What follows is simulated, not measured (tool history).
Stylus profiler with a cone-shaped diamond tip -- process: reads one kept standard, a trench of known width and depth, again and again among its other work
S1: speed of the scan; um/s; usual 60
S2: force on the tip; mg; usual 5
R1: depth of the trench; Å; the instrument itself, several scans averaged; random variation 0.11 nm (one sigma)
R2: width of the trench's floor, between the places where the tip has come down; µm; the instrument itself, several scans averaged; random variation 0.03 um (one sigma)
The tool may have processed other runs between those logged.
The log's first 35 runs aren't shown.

run	day	S1	S2	R1	R2
36	32.467	26	5	5060.9	26.47
37	33.525	26	5	5063.1	26.44
38	34.158	93	4.77	5059.8	26.13
39	35.25	93	4.77	5061.5	26.07
40	36.171	93	4.77	5061.9	26.13
41	37.358	79	4.77	5062.2	26.16
42	37.971	79	4.77	5062.6	26.19
43	39.146	206	6.57	5075.5	25.74
44	40.383	206	6.57	5077.2	25.73
45	41.062	162	5	5063.8	25.82
46	41.658	203	2.4	5039.6	25.16

Branching from run 46: 5 alternative next runs. What would each branch give?
A	42.596	168	5	?	?
B	42.596	65	5	?	?
C	42.596	100	1.87	?	?
D	42.596	189	6.43	?	?
E	42.596	98	6.82	?	?

run	R1	R2
A	5063	25.76
B	5064.7	26.2
C	5035	25.76
D	5075.4	25.79
E	5080.9	26.13
Take away the tool's hidden state, keep each run's random variation, and the runs would have read:
run	R1	R2
A	5059.2	26.23
B	5060.9	26.68
C	5031.2	26.23
D	5071.6	26.27
E	5077.1	26.6

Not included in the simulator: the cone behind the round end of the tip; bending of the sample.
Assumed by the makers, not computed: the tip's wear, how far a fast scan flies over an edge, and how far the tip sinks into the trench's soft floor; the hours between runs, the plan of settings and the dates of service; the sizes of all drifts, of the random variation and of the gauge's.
